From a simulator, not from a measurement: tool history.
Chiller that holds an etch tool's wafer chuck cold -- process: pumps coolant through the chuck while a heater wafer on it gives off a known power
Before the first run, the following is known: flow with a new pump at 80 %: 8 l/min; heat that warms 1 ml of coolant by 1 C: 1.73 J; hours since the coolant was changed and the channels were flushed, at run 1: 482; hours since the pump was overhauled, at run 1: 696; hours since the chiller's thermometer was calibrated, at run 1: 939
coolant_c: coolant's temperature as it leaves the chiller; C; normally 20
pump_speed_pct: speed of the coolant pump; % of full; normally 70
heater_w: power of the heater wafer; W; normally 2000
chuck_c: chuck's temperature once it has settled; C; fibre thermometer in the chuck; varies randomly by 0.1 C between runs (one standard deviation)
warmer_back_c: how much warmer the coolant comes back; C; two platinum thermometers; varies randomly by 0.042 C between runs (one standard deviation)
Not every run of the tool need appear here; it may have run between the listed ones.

run	hour	coolant_c	pump_speed_pct	heater_w	hours since the coolant was changed and the channels were flushed	hours since the pump was overhauled	hours since the chiller's thermometer was calibrated	chuck_c	warmer_back_c
1	0	20	70	2000	482	696	939	45.7	10.1
2	18.6	20	70	2000	500	715	958	45.7	10.18
3	41.9	20	70	1756	524	738	981	42.5	8.86
4	81.8	20	70	2000	564	778	1021	45.8	10.07
5	121.8	20	70	2000	604	818	1061	45.7	10.15
6	151.7	20	63	2000	634	848	1091	47.5	11.15
7	170.9	20	63	2000	653	867	1110	47.6	11.17
8	196	20	74	2000	678	892	1135	44.9	9.67
9	227.7	20	82	1717	710	924	1167	40.6	7.47
10	267.9	20	82	1717	750	964	1207	40.5	7.39
11	310.2	20	87	1717	792	1007	1249	40	7.17
12	343.8	20	83	2000	826	1040	1283	43.8	8.64
13	362.5	28	67	2931	844	1059	1302	67.3	15.61

Predict the results of run 14:
14	390.4	20	70	1586	872	1087	1330	?	?

{"run 14": {"chuck_c": 40.8, "warmer_back_c": 8.07}}
With the hidden condition absent and the run-to-run variation left alone, this run would have shown chuck_c 39.5 C, warmer_back_c 7.83 C.
